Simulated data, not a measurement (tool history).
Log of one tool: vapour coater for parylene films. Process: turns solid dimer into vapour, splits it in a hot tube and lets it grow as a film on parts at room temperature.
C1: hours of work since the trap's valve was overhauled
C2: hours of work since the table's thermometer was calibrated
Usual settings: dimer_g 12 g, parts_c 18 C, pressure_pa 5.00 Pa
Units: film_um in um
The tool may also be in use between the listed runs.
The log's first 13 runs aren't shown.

Run 14, day 14.762: usual settings but parts_c 13 C; C1 26; C2 539. Result: film_um 7.48 um.
Run 15, day 15.475: usual settings but parts_c 13 C; C1 33; C2 546. Result: film_um 7.39 um.
Run 16, day 16.721: usual settings but parts_c 13 C; C1 45; C2 558. Result: film_um 7.47 um.
Run 17, day 17.858: usual settings but parts_c 13 C; C1 56; C2 569. Result: film_um 7.42 um.
Run 18, day 19.088: usual settings but parts_c 13 C; C1 68; C2 581. Result: film_um 7.35 um.
Run 19, day 20.500: usual settings but dimer_g 8 g, parts_c 22 C, pressure_pa 5.12 Pa; C1 82; C2 595. Result: film_um 3.23 um.
Run 20, day 21.767: usual settings but dimer_g 9 g, parts_c 25 C, pressure_pa 2.75 Pa; C1 94; C2 608. Result: film_um 3.63 um.
Run 21, day 22.883: usual settings but dimer_g 7 g, pressure_pa 9.77 Pa; C1 105; C2 618. Result: film_um 2.92 um.
Run 22, day 24.058: usual settings but dimer_g 7 g, parts_c 21 C, pressure_pa 9.77 Pa; C1 116; C2 630. Result: film_um 2.57 um.
Run 23, day 25.342: usual settings but dimer_g 13 g, parts_c 11 C, pressure_pa 3.69 Pa; C1 129; C2 642. Result: film_um 9.45 um.
Run 24, day 26.158: usual settings but dimer_g 7 g, parts_c 15 C, pressure_pa 3.69 Pa; C1 137; C2 650. Result: film_um 4.18 um.
Run 25, day 27.117: usual settings but dimer_g 6 g, parts_c 12 C, pressure_pa 8.18 Pa; C1 146; C2 660. Result: film_um 3.50 um.
Run 26, day 27.867: usual settings but parts_c 16 C, pressure_pa 4.54 Pa; C1 154; C2 667. Result: film_um 6.57 um.
Run 27, day 29.108: usual settings but parts_c 16 C, pressure_pa 4.54 Pa; C1 166; C2 679. Result: film_um 6.53 um.
Run 28, day 30.533: usual settings but parts_c 16 C, pressure_pa 2.58 Pa; C1 180; C2 693. Result: film_um 7.46 um.
Run 29, day 32.138: usual settings but dimer_g 7 g, parts_c 12 C, pressure_pa 8.11 Pa; C1 195; C2 709. Result: film_um 4.04 um.
Run 30, day 33.033: usual settings but dimer_g 7 g, parts_c 12 C, pressure_pa 8.11 Pa; C1 204; C2 718. Result: film_um 4.07 um.
Run 31, day 33.725: usual settings but dimer_g 6 g, parts_c 28 C, pressure_pa 8.28 Pa; C1 211; C2 724. Result: film_um 1.60 um.
Run 32, day 35.400: usual settings but dimer_g 9 g, parts_c 12 C; C1 227; C2 741. Result: film_um 5.80 um.
At day 36.367: trap's valve overhauled.
Run 33, day 36.879: usual settings but parts_c 15 C, pressure_pa 4.47 Pa; C1 5; C2 754. Result: film_um 6.87 um.
Run 34, day 38.158: usual settings but dimer_g 13 g, pressure_pa 6.78 Pa; C1 18; C2 766. Result: film_um 5.86 um.
Run 35, day 39.117: usual settings but dimer_g 13 g, pressure_pa 6.78 Pa; C1 27; C2 775. Result: film_um 6.00 um.

Forecast each of these 4 alternatives for the next run:
Run A, day 40.212: usual settings but dimer_g 19 g, parts_c 10 C, pressure_pa 7.55 Pa; C1 38; C2 786. Result: film_um ?.
Run B, day 40.212: usual settings but parts_c 19 C; C1 38; C2 786. Result: film_um ?.
Run C, day 40.212: usual settings but dimer_g 10 g; C1 38; C2 786. Result: film_um ?.
Run D, day 40.212: usual settings but parts_c 19 C, pressure_pa 2.42 Pa; C1 38; C2 786. Result: film_um ?.

run  film_um
  A    12.39
  B     5.59
  C     4.90
  D     6.62
Without the tool's hidden state the same runs would have given:
run  film_um
  A    12.35
  B     5.57
  C     4.89
  D     6.60
